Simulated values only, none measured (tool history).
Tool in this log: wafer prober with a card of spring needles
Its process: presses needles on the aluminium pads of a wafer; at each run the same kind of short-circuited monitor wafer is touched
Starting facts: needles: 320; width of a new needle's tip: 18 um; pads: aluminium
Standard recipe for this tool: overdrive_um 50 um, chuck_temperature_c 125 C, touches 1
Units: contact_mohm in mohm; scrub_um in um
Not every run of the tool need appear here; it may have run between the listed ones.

Run 1, hour 0.0: usual settings. Result: contact_mohm 157 mohm, scrub_um 7.32 um.
At hour 2.7: tips cleaned on abrasive film.
At hour 3.0: height of the first contact set anew.
Run 2, hour 17.6: usual settings. Result: contact_mohm 164 mohm, scrub_um 7.30 um.
At hour 21.0: tips cleaned on abrasive film.
At hour 38.5: tips cleaned on abrasive film.
Run 3, hour 43.7: usual settings. Result: contact_mohm 148 mohm, scrub_um 7.27 um.
At hour 54.5: tips cleaned on abrasive film.
At hour 61.1: height of the first contact set anew, once more.
Run 4, hour 62.5: usual settings but chuck_temperature_c 84 C. Result: contact_mohm 150 mohm, scrub_um 7.46 um.
At hour 71.9: tips cleaned on abrasive film.
At hour 89.4: tips cleaned on abrasive film.
Run 5, hour 102.3: usual settings but chuck_temperature_c 84 C. Result: contact_mohm 156 mohm, scrub_um 7.43 um.
At hour 105.9: tips cleaned on abrasive film.
At hour 122.7: tips cleaned on abrasive film.
Run 6, hour 137.7: usual settings but chuck_temperature_c 30 C. Result: contact_mohm 150 mohm, scrub_um 7.40 um.
At hour 139.6: tips cleaned on abrasive film.
At hour 155.3: tips cleaned on abrasive film.
At hour 171.6: tips cleaned on abrasive film.
Run 7, hour 171.6: usual settings but chuck_temperature_c 30 C. Result: contact_mohm 122 mohm, scrub_um 7.40 um.
At hour 187.5: tips cleaned on abrasive film.
At hour 203.7: tips cleaned on abrasive film.
Run 8, hour 204.4: usual settings but chuck_temperature_c 30 C. Result: contact_mohm 121 mohm, scrub_um 7.38 um.
At hour 219.9: tips cleaned on abrasive film.
Run 9, hour 231.3: usual settings but chuck_temperature_c 54 C. Result: contact_mohm 152 mohm, scrub_um 7.37 um.
At hour 236.9: tips cleaned on abrasive film.
Run 10, hour 247.6: usual settings but chuck_temperature_c 54 C. Result: contact_mohm 151 mohm, scrub_um 7.35 um.
At hour 252.9: tips cleaned on abrasive film.
At hour 269.4: tips cleaned on abrasive film.
Run 11, hour 276.7: usual settings. Result: contact_mohm 154 mohm, scrub_um 7.33 um.
At hour 286.2: tips cleaned on abrasive film.
At hour 302.1: tips cleaned on abrasive film.
Run 12, hour 302.1: usual settings. Result: contact_mohm 133 mohm, scrub_um 7.31 um.
At hour 318.9: tips cleaned on abrasive film.
At hour 324.9: height of the first contact set anew.
At hour 336.4: tips cleaned on abrasive film.
Run 13, hour 338.7: usual settings. Result: contact_mohm 140 mohm, scrub_um 7.43 um.
At hour 352.0: tips cleaned on abrasive film.
Run 14, hour 360.8: usual settings. Result: contact_mohm 154 mohm, scrub_um 7.44 um.
At hour 370.0: tips cleaned on abrasive film.
At hour 385.2: tips cleaned on abrasive film.
Run 15, hour 397.5: usual settings but touches 3. Result: contact_mohm 142 mohm, scrub_um 7.42 um.
At hour 404.0: tips cleaned on abrasive film.
At hour 419.2: tips cleaned on abrasive film.
Run 16, hour 422.8: usual settings but overdrive_um 30 um, touches 3. Result: contact_mohm 160 mohm, scrub_um 4.42 um.
At hour 435.7: tips cleaned on abrasive film.
Run 17, hour 447.0: usual settings but overdrive_um 43 um, chuck_temperature_c 29 C. Result: contact_mohm 164 mohm, scrub_um 6.36 um.
At hour 453.4: tips cleaned on abrasive film.
Run 18, hour 466.3: usual settings but overdrive_um 31 um, chuck_temperature_c 123 C. Result: contact_mohm 222 mohm, scrub_um 4.55 um.
At hour 471.9: tips cleaned on abrasive film.
At hour 487.2: tips cleaned on abrasive film.
Run 19, hour 493.3: usual settings but overdrive_um 44 um, chuck_temperature_c 37 C. Result: contact_mohm 145 mohm, scrub_um 6.51 um.
At hour 505.6: tips cleaned on abrasive film.
Run 20, hour 516.6: usual settings but overdrive_um 64 um, chuck_temperature_c 60 C, touches 2. Result: contact_mohm 129 mohm, scrub_um 9.46 um.
At hour 522.5: tips cleaned on abrasive film.
Run 21, hour 537.5: usual settings but overdrive_um 64 um, chuck_temperature_c 60 C, touches 2. Result: contact_mohm 131 mohm, scrub_um 9.45 um.
At hour 540.1: tips cleaned on abrasive film.
At hour 557.0: tips cleaned on abrasive film.
Run 22, hour 564.0: usual settings but overdrive_um 35 um, chuck_temperature_c 111 C, touches 2. Result: contact_mohm 163 mohm, scrub_um 5.11 um.
At hour 575.4: tips cleaned on abrasive film.
At hour 586.8: height of the first contact set anew.
Run 23, hour 586.8: usual settings but overdrive_um 35 um, chuck_temperature_c 43 C, touches 2. Result: contact_mohm 162 mohm, scrub_um 5.21 um.
At hour 594.2: tips cleaned on abrasive film.
Run 24, hour 605.4: usual settings but overdrive_um 35 um, chuck_temperature_c 43 C, touches 2. Result: contact_mohm 164 mohm, scrub_um 5.21 um.
At hour 611.9: tips cleaned on abrasive film.
Run 25, hour 626.9: usual settings but overdrive_um 48 um, chuck_temperature_c 92 C, touches 2. Result: contact_mohm 151 mohm, scrub_um 7.14 um.

Forecast each of these 4 alternatives for the next run:
At hour 629.2: tips cleaned on abrasive film.
At hour 645.9: tips cleaned on abrasive film.
Run A, hour 659.3: usual settings but overdrive_um 40 um, chuck_temperature_c 27 C, touches 2. Result: contact_mohm ?, scrub_um ?.
At hour 629.2: tips cleaned on abrasive film.
At hour 645.9: tips cleaned on abrasive film.
Run B, hour 659.3: usual settings but overdrive_um 69 um, chuck_temperature_c 112 C, touches 2. Result: contact_mohm ?, scrub_um ?.
At hour 629.2: tips cleaned on abrasive film.
At hour 645.9: tips cleaned on abrasive film.
Run C, hour 659.3: usual settings but overdrive_um 63 um, chuck_temperature_c 92 C, touches 2. Result: contact_mohm ?, scrub_um ?.
At hour 629.2: tips cleaned on abrasive film.
At hour 645.9: tips cleaned on abrasive film.
Run D, hour 659.3: usual settings but overdrive_um 48 um, chuck_temperature_c 87 C, touches 2. Result: contact_mohm ?, scrub_um ?.

run  contact_mohm  scrub_um
  A           152      5.92
  B           134     10.23
  C           136      9.35
  D           145      7.11
Stripped of hidden state, with their random variation kept, the same runs would have yielded:
run  contact_mohm  scrub_um
  A           118      5.95
  B           122     10.26
  C           121      9.39
  D           122      7.14

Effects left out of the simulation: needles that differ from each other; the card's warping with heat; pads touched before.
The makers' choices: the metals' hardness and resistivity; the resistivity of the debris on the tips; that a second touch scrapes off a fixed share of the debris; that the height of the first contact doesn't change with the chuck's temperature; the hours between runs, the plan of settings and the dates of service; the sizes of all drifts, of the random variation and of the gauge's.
